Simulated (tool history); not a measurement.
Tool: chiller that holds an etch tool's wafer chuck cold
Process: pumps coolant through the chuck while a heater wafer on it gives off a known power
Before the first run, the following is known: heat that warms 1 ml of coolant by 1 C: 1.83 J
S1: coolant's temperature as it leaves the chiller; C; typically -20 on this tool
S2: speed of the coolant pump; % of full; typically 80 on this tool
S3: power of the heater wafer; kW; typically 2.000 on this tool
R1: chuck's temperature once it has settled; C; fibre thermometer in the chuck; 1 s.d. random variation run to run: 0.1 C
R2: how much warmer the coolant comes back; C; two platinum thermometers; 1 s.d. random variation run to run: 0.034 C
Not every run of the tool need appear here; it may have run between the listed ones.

run   hour   S1  S2     S3     R1    R2
  1    0.0  -20  80  2.000   -4.3  5.46
  2   35.6  -20  80  2.000   -4.2  5.48
  3   65.2  -20  80  2.000   -4.1  5.48
  4   93.1  -20  80  2.000   -4.2  5.53
  5  128.1  -20  80  2.000   -4.2  5.53
  6  163.0  -10  80  2.000    5.8  5.48
  7  213.9  -10  85  2.000    5.0  5.07
  8  235.3  -12  85  2.665    7.8  6.86
  9  274.6  -18  80  1.066   -9.5  2.96
 10  303.0  -29  78  2.000  -12.8  5.67

Branching from run 10: 5 alternative next runs. What would each branch give?
  A  333.9  -29  66  2.000   ?   ?
  B  333.9  -29  84  2.000   ?   ?
  C  333.9  -11  75  1.319   ?   ?
  D  333.9  -16  88  1.388   ?   ?
  E  333.9  -28  72  2.000   ?   ?

run     R1    R2
  A  -10.1  6.91
  B  -14.0  5.27
  C    0.2  3.88
  D   -6.0  3.50
  E  -10.6  6.20
What these runs would have given with no unlogged condition in the tool:
run     R1    R2
  A  -10.1  6.84
  B  -14.0  5.21
  C    0.2  3.82
  D   -6.0  3.43
  E  -10.6  6.13

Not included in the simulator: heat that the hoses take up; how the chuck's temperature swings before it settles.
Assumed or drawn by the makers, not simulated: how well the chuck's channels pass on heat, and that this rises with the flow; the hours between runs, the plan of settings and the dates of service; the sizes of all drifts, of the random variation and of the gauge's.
